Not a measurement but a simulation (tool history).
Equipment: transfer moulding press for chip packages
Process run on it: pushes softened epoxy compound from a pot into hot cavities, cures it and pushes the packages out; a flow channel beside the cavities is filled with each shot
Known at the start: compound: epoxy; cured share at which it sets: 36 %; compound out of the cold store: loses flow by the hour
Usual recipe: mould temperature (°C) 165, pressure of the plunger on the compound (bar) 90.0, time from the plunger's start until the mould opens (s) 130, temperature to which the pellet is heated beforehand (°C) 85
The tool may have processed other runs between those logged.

| run | hour | mould temperature (°C) | pressure of the plunger on the compound (bar) | time from the plunger's start until the mould opens (s) | temperature to which the pellet is heated beforehand (°C) | incoming compound's hours out of the cold store | length that the compound runs in the flow channel (mm) | greatest force on the pins that push the packages out (N) |
|---|---|---|---|---|---|---|---|---|
| 1 | 0.0 | 165 | 90.0 | 130 | 85 | 16.9 | 779 | 475 |
|  | 20.4 | cavities cleaned with cleaning compound and waxed |
| 2 | 28.5 | 165 | 98.6 | 130 | 85 | 13.8 | 824 | 241 |
| 3 | 67.7 | 165 | 90.0 | 130 | 85 | 36.0 | 708 | 332 |
| 4 | 98.1 | 165 | 90.0 | 130 | 85 | 31.4 | 722 | 384 |
| 5 | 121.0 | 165 | 90.0 | 130 | 85 | 32.6 | 718 | 427 |
| 6 | 143.7 | 165 | 102.1 | 130 | 85 | 29.9 | 774 | 433 |
| 7 | 178.7 | 165 | 77.4 | 130 | 85 | 47.7 | 621 | 443 |
|  | 191.0 | cavities cleaned with cleaning compound and waxed |
| 8 | 211.5 | 166 | 90.0 | 130 | 85 | 23.3 | 738 | 280 |
| 9 | 239.8 | 161 | 73.1 | 163 | 82 | 15.7 | 713 | 354 |

Run 10, settings as shown, results not yet in. Your forecast:
| 10 | 271.1 | 165 | 101.7 | 130 | 85 | 28.4 | ? | ? |

length that the compound runs in the flow channel (mm): 776
greatest force on the pins that push the packages out (N): 397
Take away the tool's hidden state, keep the run-to-run variation as it was, and the same run would have given length that the compound runs in the flow channel (mm) 793, greatest force on the pins that push the packages out (N) 219.
